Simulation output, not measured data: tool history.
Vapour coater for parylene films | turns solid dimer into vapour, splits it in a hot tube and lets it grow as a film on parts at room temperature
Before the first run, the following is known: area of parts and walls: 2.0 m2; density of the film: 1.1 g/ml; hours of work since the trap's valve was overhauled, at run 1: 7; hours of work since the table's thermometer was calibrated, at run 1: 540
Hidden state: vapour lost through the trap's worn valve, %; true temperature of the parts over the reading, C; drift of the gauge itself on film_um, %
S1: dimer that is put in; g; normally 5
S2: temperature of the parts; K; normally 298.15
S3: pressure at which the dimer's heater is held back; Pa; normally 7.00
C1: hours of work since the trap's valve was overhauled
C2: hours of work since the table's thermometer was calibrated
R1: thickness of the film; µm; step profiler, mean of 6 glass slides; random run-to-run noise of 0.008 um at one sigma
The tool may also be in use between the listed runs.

run,hour,S1,S2,S3,C1,C2,R1
1,0.0,5,298.15,7.00,7,540,1.017
2,13.5,5,298.15,7.00,19,552,1.027
3,39.0,5,298.15,7.00,42,575,1.014
4,53.3,5,298.15,7.00,55,587,1.025
5,75.3,5,298.15,7.00,74,607,1.015
6,89.9,5,298.15,7.00,88,620,1.006
7,113.6,5,298.15,7.00,109,642,1.011
8,128.3,5,298.15,5.21,122,655,1.046
9,146.0,5,298.15,7.73,138,671,1.004
10,159.0,5,298.15,7.73,150,682,1.011
11,174.2,5,298.15,7.73,163,696,1.017
12,187.7,5,298.15,7.73,175,708,1.014
13,206.9,5,298.15,7.73,193,725,1.010
14,219.9,5,298.15,7.73,204,737,1.008
15,236.1,5,298.15,7.73,219,752,1.011
16,262.1,5,298.15,7.00,242,775,1.014
17,283.8,5,298.15,7.00,262,795,1.009
18,301.9,5,298.15,7.00,278,811,0.999
19,315.1,3,298.15,7.00,290,823,0.603
20,335.6,3,298.15,7.00,308,841,0.611
# hour 348.1: trap's valve overhauled
21,362.7,3,298.15,7.00,13,862,0.598
22,382.5,3,298.15,7.00,31,880,0.606
23,407.9,3,298.15,7.00,54,902,0.626
24,421.8,5,298.15,7.00,66,915,1.026
25,441.7,5,298.15,7.00,84,933,1.008
26,455.2,2,293.15,7.00,96,945,0.499
27,481.6,8,303.15,3.92,120,969,1.405
28,505.3,8,303.15,3.92,141,990,1.405
29,528.1,8,303.15,3.13,162,1010,1.428
30,546.9,5,295.15,9.05,179,1027,1.111
31,567.1,3,291.15,9.49,197,1046,0.787
32,593.2,4,298.15,9.49,220,1069,0.788
33,618.7,4,298.15,9.49,243,1092,0.798
34,634.5,4,298.15,9.49,257,1106,0.788
35,653.3,2,293.15,3.06,274,1123,0.525
36,672.7,6,295.15,7.00,292,1140,1.367

Run 37, settings as shown, results not yet in. Your forecast:
37,690.4,6,293.15,3.86,308,1156,?

For run 37 the tool returned R1 1.558 µm.
Were there no unlogged condition in the tool, this run, its random variation unchanged, would have produced R1 1.563 µm.
